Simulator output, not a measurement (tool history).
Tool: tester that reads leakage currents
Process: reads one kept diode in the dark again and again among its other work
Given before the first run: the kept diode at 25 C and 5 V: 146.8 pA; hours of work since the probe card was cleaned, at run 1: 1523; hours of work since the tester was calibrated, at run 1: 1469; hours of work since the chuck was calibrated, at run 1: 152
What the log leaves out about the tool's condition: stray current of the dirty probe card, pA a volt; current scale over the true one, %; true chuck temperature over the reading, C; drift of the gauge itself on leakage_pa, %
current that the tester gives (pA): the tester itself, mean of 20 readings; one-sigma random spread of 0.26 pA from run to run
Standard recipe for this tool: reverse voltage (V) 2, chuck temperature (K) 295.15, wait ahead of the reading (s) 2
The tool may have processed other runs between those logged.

run   hour  reverse voltage (V)  chuck temperature (K)  wait ahead of the reading (s)  hours of work since the probe card was cleaned  hours of work since the tester was calibrated  hours of work since the chuck was calibrated  current that the tester gives (pA)
  1      0                    2                 295.15                              2                                            1523                                           1469                                           152                               83.88
  2   50.2                 3.72                 295.15                              2                                            1560                                           1506                                           189                               102.9
  3  106.9                 3.72                 295.15                              2                                            1601                                           1547                                           231                              102.47
  4  175.8                 3.72                 295.15                              2                                            1652                                           1598                                           281                                 103
  5  241.9                    2                 323.15                              2                                            1700                                           1646                                           330                              787.12
  6  280.7                    2                 323.15                              2                                            1729                                           1675                                           358                              785.94
  7  318.7                    2                 323.15                              2                                            1757                                           1703                                           386                              783.94
  8  369.4                    2                 315.15                              2                                            1794                                           1740                                           424                              432.45
  9  431.4                 2.35                 295.15                              2                                            1840                                           1786                                           469                               88.35
 10  472.6                 2.35                 295.15                              2                                            1870                                           1816                                           500                               88.04
 11  515.7                    2                 306.15                           2.44                                            1902                                           1848                                           531                              212.67
 12  574.3                    2                 295.15                           3.76                                            1945                                           1891                                           574                               83.65
 13  604.4                    2                 295.15                           3.76                                            1967                                           1913                                           596                               83.69

Predict the results of run 14:
 14  643.7                12.85                 316.15                           5.66                                            1996                                           1942                                           625                                   ?

Run 14 measured current that the tester gives (pA) 859.49.
Minus the tool's unlogged condition, the same run would have read current that the tester gives (pA) 858.6.

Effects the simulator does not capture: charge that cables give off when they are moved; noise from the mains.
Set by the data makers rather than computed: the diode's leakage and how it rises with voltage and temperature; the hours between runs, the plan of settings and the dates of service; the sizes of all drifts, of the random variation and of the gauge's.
